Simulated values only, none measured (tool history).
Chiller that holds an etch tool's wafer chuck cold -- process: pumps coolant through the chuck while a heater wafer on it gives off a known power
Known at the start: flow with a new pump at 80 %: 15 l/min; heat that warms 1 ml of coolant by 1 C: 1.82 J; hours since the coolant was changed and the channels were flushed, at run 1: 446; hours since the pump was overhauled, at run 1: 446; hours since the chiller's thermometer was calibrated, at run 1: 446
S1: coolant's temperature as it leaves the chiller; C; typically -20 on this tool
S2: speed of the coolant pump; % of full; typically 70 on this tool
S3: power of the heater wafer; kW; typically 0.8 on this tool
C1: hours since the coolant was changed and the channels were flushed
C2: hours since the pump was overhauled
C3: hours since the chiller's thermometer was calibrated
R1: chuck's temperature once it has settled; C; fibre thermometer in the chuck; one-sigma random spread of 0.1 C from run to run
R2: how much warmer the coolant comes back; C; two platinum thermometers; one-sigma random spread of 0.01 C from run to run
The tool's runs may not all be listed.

{"run": 1, "hour": 0.0, "S1": -20, "S2": 70, "S3": 0.8, "C1": 446, "C2": 446, "C3": 446, "R1": -12.8, "R2": 2.05}
{"run": 2, "hour": 173.7, "S1": -20, "S2": 70, "S3": 0.8, "C1": 619, "C2": 619, "C3": 619, "R1": -12.8, "R2": 2.03}
{"run": 3, "hour": 310.5, "S1": -20, "S2": 70, "S3": 0.8, "C1": 756, "C2": 756, "C3": 756, "R1": -12.6, "R2": 1.98}
{"run": 4, "hour": 418.5, "S1": -20, "S2": 70, "S3": 0.8, "C1": 864, "C2": 864, "C3": 864, "R1": -12.9, "R2": 1.97}
{"run": 5, "hour": 576.1, "S1": -20, "S2": 70, "S3": 0.8, "C1": 1022, "C2": 1022, "C3": 1022, "R1": -12.9, "R2": 1.98}
{"run": 6, "hour": 733.2, "S1": -20, "S2": 70, "S3": 0.8, "C1": 1179, "C2": 1179, "C3": 1179, "R1": -12.8, "R2": 1.95}
{"run": 7, "hour": 823.5, "S1": -20, "S2": 70, "S3": 0.8, "C1": 1269, "C2": 1269, "C3": 1269, "R1": -12.8, "R2": 1.92}
{"run": 8, "hour": 910.2, "S1": -20, "S2": 70, "S3": 0.8, "C1": 1356, "C2": 1356, "C3": 1356, "R1": -12.7, "R2": 1.92}
{"run": 9, "hour": 1052.7, "S1": -20, "S2": 70, "S3": 0.8, "C1": 1498, "C2": 1498, "C3": 1498, "R1": -12.7, "R2": 1.93}
{"run": 10, "hour": 1186.1, "S1": -20, "S2": 68, "S3": 0.8, "C1": 1632, "C2": 1632, "C3": 1632, "R1": -12.6, "R2": 1.96}
{"run": 11, "hour": 1297.8, "S1": -20, "S2": 68, "S3": 0.8, "C1": 1744, "C2": 1744, "C3": 1744, "R1": -12.6, "R2": 1.93}
{"run": 12, "hour": 1479.0, "S1": -20, "S2": 70, "S3": 0.8, "C1": 1925, "C2": 1925, "C3": 1925, "R1": -12.9, "R2": 1.86}
{"run": 13, "hour": 1608.5, "S1": -20, "S2": 70, "S3": 1.046, "C1": 2054, "C2": 2054, "C3": 2054, "R1": -10.8, "R2": 2.45}
{"run": 14, "hour": 1707.9, "S1": -20, "S2": 70, "S3": 1.046, "C1": 2154, "C2": 2154, "C3": 2154, "R1": -10.7, "R2": 2.45}
{"run": 15, "hour": 1866.7, "S1": -20, "S2": 70, "S3": 1.046, "C1": 2313, "C2": 2313, "C3": 2313, "R1": -10.6, "R2": 2.42}
{"run": 16, "hour": 1961.4, "S1": -20, "S2": 70, "S3": 0.706, "C1": 2407, "C2": 2407, "C3": 2407, "R1": -13.6, "R2": 1.53}
{"run": 17, "hour": 2048.7, "S1": -20, "S2": 70, "S3": 0.706, "C1": 2494, "C2": 2494, "C3": 2494, "R1": -13.5, "R2": 1.53}
{"run": 18, "hour": 2198.5, "S1": -20, "S2": 70, "S3": 0.706, "C1": 2644, "C2": 2644, "C3": 2644, "R1": -13.7, "R2": 1.5}
{"run": 19, "hour": 2374.7, "S1": -13, "S2": 63, "S3": 1.045, "C1": 2820, "C2": 2820, "C3": 2820, "R1": -2.5, "R2": 2.7}
{"hour": 2528.5, "done": "chiller's thermometer calibrated"}
{"run": 20, "hour": 2549.0, "S1": -14, "S2": 63, "S3": 0.609, "C1": 2994, "C2": 2994, "C3": 21, "R1": -7.7, "R2": 1.4}
{"hour": 2640.7, "done": "gauge calibrated"}
{"run": 21, "hour": 2714.7, "S1": -27, "S2": 100, "S3": 0.436, "C1": 3160, "C2": 3160, "C3": 186, "R1": -24.3, "R2": 0.74}
{"run": 22, "hour": 2818.0, "S1": -18, "S2": 98, "S3": 1.068, "C1": 3263, "C2": 3263, "C3": 290, "R1": -11.2, "R2": 1.85}
{"run": 23, "hour": 2969.2, "S1": -18, "S2": 98, "S3": 1.068, "C1": 3414, "C2": 3414, "C3": 441, "R1": -11.2, "R2": 1.82}
{"run": 24, "hour": 3115.3, "S1": -28, "S2": 71, "S3": 0.502, "C1": 3560, "C2": 3560, "C3": 587, "R1": -23.6, "R2": 1.21}
{"run": 25, "hour": 3226.2, "S1": -28, "S2": 71, "S3": 0.502, "C1": 3671, "C2": 3671, "C3": 698, "R1": -23.4, "R2": 1.19}
{"run": 26, "hour": 3344.5, "S1": -28, "S2": 71, "S3": 0.502, "C1": 3789, "C2": 3789, "C3": 816, "R1": -23.7, "R2": 1.16}
{"run": 27, "hour": 3447.8, "S1": -20, "S2": 62, "S3": 0.598, "C1": 3893, "C2": 3893, "C3": 919, "R1": -13.9, "R2": 1.66}
{"run": 28, "hour": 3543.9, "S1": -17, "S2": 84, "S3": 0.868, "C1": 3989, "C2": 3989, "C3": 1015, "R1": -10.4, "R2": 1.69}
{"run": 29, "hour": 3717.3, "S1": -15, "S2": 70, "S3": 0.576, "C1": 4162, "C2": 4162, "C3": 1189, "R1": -9.9, "R2": 1.32}
{"run": 30, "hour": 3868.6, "S1": -15, "S2": 70, "S3": 0.576, "C1": 4313, "C2": 4313, "C3": 1340, "R1": -9.8, "R2": 1.31}
{"run": 31, "hour": 4028.3, "S1": -10, "S2": 85, "S3": 0.73, "C1": 4473, "C2": 4473, "C3": 1500, "R1": -4.6, "R2": 1.32}
{"run": 32, "hour": 4209.4, "S1": -20, "S2": 92, "S3": 0.421, "C1": 4654, "C2": 4654, "C3": 1681, "R1": -17.1, "R2": 0.6}
{"run": 33, "hour": 4350.1, "S1": -13, "S2": 85, "S3": 0.421, "C1": 4795, "C2": 4795, "C3": 1822, "R1": -9.9, "R2": 0.63}

Consider 3 possible next runs. They are alternatives, not a sequence: every one starts from the tool as it was left by run 33. What does each give?
{"run": "A", "hour": 4490.7, "S1": -19, "S2": 85, "S3": 0.446, "C1": 4935, "C2": 4935, "C3": 1962, "R1": "?", "R2": "?"}
{"run": "B", "hour": 4490.7, "S1": -20, "S2": 66, "S3": 0.8, "C1": 4935, "C2": 4935, "C3": 1962, "R1": "?", "R2": "?"}
{"run": "C", "hour": 4490.7, "S1": -20, "S2": 70, "S3": 0.708, "C1": 4935, "C2": 4935, "C3": 1962, "R1": "?", "R2": "?"}

run=A R1=-15.8 R2=0.67
run=B R1=-12.3 R2=1.93
run=C R1=-13.6 R2=1.56
With the hidden condition removed and each run's random variation left untouched, the same runs would have given:
run=A R1=-15.8 R2=0.93
run=B R1=-12.3 R2=2.19
run=C R1=-13.6 R2=1.82

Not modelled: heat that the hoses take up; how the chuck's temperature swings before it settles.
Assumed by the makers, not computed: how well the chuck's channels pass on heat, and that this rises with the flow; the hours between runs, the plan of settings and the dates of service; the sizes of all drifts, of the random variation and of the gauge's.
